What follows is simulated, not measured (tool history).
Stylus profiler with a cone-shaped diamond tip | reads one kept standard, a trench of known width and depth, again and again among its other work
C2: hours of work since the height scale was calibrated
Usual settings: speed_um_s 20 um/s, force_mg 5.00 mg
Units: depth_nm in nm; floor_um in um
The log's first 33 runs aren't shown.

run 34 hour=3561.1 | speed_um_s=14 force_mg=5.15 | scans_with_this_tip=1982 C2=142 | depth_nm=1026.13 floor_um=95.60
run 35 hour=3651.3 | speed_um_s=14 force_mg=5.15 | scans_with_this_tip=2764 C2=198 | depth_nm=1025.81 floor_um=95.45
run 36 hour=3780.5 | speed_um_s=12 force_mg=6.61 | scans_with_this_tip=3885 C2=278 | depth_nm=1029.93 floor_um=95.29
run 37 hour=3852.3 | speed_um_s=12 force_mg=6.61 | scans_with_this_tip=4509 C2=323 | depth_nm=1030.00 floor_um=95.24
run 38 hour=3953.9 | speed_um_s=20 force_mg=13.93 | scans_with_this_tip=5390 C2=386 | depth_nm=1050.13 floor_um=95.08
run 39 hour=4020.3 | speed_um_s=20 force_mg=13.93 | scans_with_this_tip=5966 C2=427 | depth_nm=1050.06 floor_um=94.92
run 40 hour=4165.4 | speed_um_s=20 force_mg=9.13 | scans_with_this_tip=7226 C2=518 | depth_nm=1036.68 floor_um=94.74
run 41 hour=4292.9 | speed_um_s=9 force_mg=2.96 | scans_with_this_tip=8332 C2=597 | depth_nm=1015.47 floor_um=94.60
run 42 hour=4425.3 | speed_um_s=6 force_mg=4.79 | scans_with_this_tip=9481 C2=679 | depth_nm=1022.14 floor_um=94.54
run 43 hour=4540.8 | speed_um_s=6 force_mg=4.79 | scans_with_this_tip=10483 C2=751 | depth_nm=1021.47 floor_um=94.41
run 44 hour=4664.3 | speed_um_s=20 force_mg=9.10 | scans_with_this_tip=11555 C2=828 | depth_nm=1034.85 floor_um=94.23
run 45 hour=4734.7 | speed_um_s=20 force_mg=3.97 | scans_with_this_tip=12166 C2=871 | depth_nm=1017.85 floor_um=94.14

Forecast each of these 3 alternatives for the next run:
run A hour=4850.8 | speed_um_s=9 force_mg=5.00 | scans_with_this_tip=13173 C2=944 | depth_nm=? floor_um=?
run B hour=4850.8 | speed_um_s=48 force_mg=12.74 | scans_with_this_tip=13173 C2=944 | depth_nm=? floor_um=?
run C hour=4850.8 | speed_um_s=20 force_mg=5.92 | scans_with_this_tip=13173 C2=944 | depth_nm=? floor_um=?

run=A depth_nm=1022.09 floor_um=94.03
run=B depth_nm=1044.70 floor_um=93.99
run=C depth_nm=1024.87 floor_um=94.02
Without the tool's hidden state the same runs would have given:
run=A depth_nm=1026.94 floor_um=95.97
run=B depth_nm=1049.67 floor_um=95.94
run=C depth_nm=1029.74 floor_um=95.97
